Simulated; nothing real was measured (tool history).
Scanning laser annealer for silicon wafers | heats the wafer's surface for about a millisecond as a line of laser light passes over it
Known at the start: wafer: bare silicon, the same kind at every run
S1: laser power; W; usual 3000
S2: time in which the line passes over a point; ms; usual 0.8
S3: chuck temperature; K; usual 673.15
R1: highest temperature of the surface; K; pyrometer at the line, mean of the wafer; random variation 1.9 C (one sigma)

run  hour    S1     S2      S3       R1
  1     0  3000    0.8  673.15  1450.15
  2   9.8  3000    0.8  673.15  1452.15
  3  19.3  3000    0.8  673.15  1449.15
  4  29.3  3000    0.8  653.15  1430.15
  5  36.4  3000  0.898  653.15  1482.15
  6  49.4  3000  0.898  653.15  1482.15
     55.2  -- optics aligned, line set to its width
  7  66.9  3146  0.898  653.15  1522.15

Run 8 comes next. What will it give?
  8  80.8  3096  0.898  653.15   ?

Run 8 gave R1 1508.15 K.
Without the tool's hidden state the same run would have given R1 1511.15 K.

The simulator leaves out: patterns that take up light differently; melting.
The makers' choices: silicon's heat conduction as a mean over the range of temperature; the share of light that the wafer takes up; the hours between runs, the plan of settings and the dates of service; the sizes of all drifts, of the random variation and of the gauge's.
